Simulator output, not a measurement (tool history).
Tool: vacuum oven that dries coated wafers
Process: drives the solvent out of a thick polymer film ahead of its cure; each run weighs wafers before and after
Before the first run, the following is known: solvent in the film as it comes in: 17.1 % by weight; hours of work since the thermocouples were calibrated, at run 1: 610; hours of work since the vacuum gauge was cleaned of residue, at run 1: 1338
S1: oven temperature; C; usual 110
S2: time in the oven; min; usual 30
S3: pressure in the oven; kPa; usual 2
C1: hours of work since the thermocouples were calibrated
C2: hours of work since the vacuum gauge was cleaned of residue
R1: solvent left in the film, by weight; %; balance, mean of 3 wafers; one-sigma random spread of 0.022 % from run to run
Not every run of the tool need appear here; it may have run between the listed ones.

| run | hour | S1 | S2 | S3 | C1 | C2 | R1 |
|---|---|---|---|---|---|---|---|
| 1 | 0 | 110 | 30 | 2 | 610 | 1338 | 3.07 |
| 2 | 43.6 | 110 | 30 | 2 | 641 | 1369 | 3.05 |
| 3 | 70.3 | 110 | 30 | 2 | 660 | 1388 | 3.07 |
| 4 | 92.1 | 110 | 30 | 2 | 676 | 1404 | 3.04 |
| 5 | 134.2 | 110 | 30 | 2 | 705 | 1433 | 3.02 |
| 6 | 164.7 | 110 | 30 | 3.5 | 727 | 1455 | 3.54 |
| 7 | 210 | 110 | 24 | 2 | 759 | 1487 | 3.94 |
| 8 | 231.6 | 110 | 24 | 2 | 775 | 1503 | 3.91 |
| 9 | 266.9 | 110 | 24 | 1.56 | 800 | 1528 | 3.77 |
| 10 | 301.9 | 110 | 27 | 2 | 825 | 1553 | 3.41 |
|  | 334.1 | oven's thermocouples calibrated |
| 11 | 352.6 | 110 | 27 | 2 | 13 | 1587 | 3.96 |
| 12 | 399.7 | 110 | 27 | 2 | 47 | 1621 | 3.91 |
| 13 | 428.1 | 110 | 27 | 2 | 67 | 1641 | 3.89 |
| 14 | 469.4 | 110 | 30 | 2 | 96 | 1671 | 3.4 |
| 15 | 496 | 110 | 30 | 2 | 115 | 1690 | 3.43 |
| 16 | 517.3 | 110 | 30 | 2 | 130 | 1705 | 3.42 |
| 17 | 545.1 | 110 | 30 | 7.83 | 150 | 1725 | 5.49 |
| 18 | 595 | 110 | 30 | 2 | 186 | 1760 | 3.38 |
| 19 | 622.3 | 110 | 30 | 2 | 205 | 1779 | 3.39 |
| 20 | 643.9 | 110 | 30 | 2 | 220 | 1795 | 3.36 |
| 21 | 672.9 | 110 | 30 | 2 | 241 | 1815 | 3.38 |
| 22 | 708.2 | 117 | 29 | 2 | 266 | 1841 | 1.98 |
| 23 | 759.3 | 107 | 30 | 1.94 | 303 | 1877 | 4.15 |
| 24 | 791.6 | 107 | 30 | 1.94 | 326 | 1900 | 4.07 |
| 25 | 838.7 | 110 | 24 | 2.75 | 359 | 1933 | 4.52 |
| 26 | 872.4 | 100 | 30 | 1.04 | 383 | 1957 | 5.78 |
| 27 | 920.1 | 115 | 42 | 2.37 | 417 | 1991 | 1.55 |
| 28 | 955.6 | 102 | 25 | 1.9 | 442 | 2017 | 6.38 |
| 29 | 976.8 | 110 | 33 | 1.87 | 457 | 2032 | 2.84 |
| 30 | 1022.1 | 110 | 37 | 5.52 | 490 | 2064 | 3.82 |
| 31 | 1057.6 | 105 | 17 | 1.08 | 515 | 2089 | 6.99 |
| 32 | 1083.5 | 111 | 23 | 2 | 533 | 2108 | 4.12 |
| 33 | 1131.5 | 111 | 23 | 2 | 567 | 2142 | 4.14 |
| 34 | 1152.8 | 95 | 45 | 5.51 | 583 | 2157 | 7.57 |
| 35 | 1197.4 | 115 | 30 | 2 | 614 | 2189 | 2.15 |
| 36 | 1226 | 114 | 30 | 2 | 635 | 2209 | 2.3 |
| 37 | 1266.3 | 110 | 49 | 2.97 | 663 | 2238 | 2.17 |
| 38 | 1312.4 | 125 | 31 | 2 | 696 | 2271 | 0.84 |
| 39 | 1355.2 | 108 | 19 | 2 | 727 | 2301 | 5.76 |
| 40 | 1405.7 | 110 | 47 | 2 | 763 | 2337 | 1.84 |
| 41 | 1445.9 | 110 | 15 | 2 | 791 | 2366 | 6.22 |
| 42 | 1467.6 | 122 | 45 | 2.22 | 807 | 2381 | 0.87 |

Some steps in R1, run to run, broken into two amounts with sign: the step expected even without the hidden condition (settings, incoming material, random variation), and the rest, left for the hidden condition together with whatever gauge scatter is not in both the measured and the hidden-condition-free result:
The hidden state here: true wafer temperature over the reading, C; true pressure over the reading, kPa; drift of the gauge itself on solvent_pct, %.
Run 10 -> 11: oven's thermocouples calibrated. R1 +0.55 %: hidden state +0.53, all else +0.02.
Run 34 -> 35: S1 95 -> 115, S2 45 -> 30, S3 5.51 -> 2. R1 -5.42 %: hidden state +0.05, all else -5.47.
Run 38 -> 39: S1 125 -> 108, S2 31 -> 19. R1 +4.92 %: hidden state -0.31, all else +5.23.
Run 41 -> 42: S1 110 -> 122, S2 15 -> 45, S3 2 -> 2.22. R1 -5.35 %: hidden state +0.41, all else -5.76.
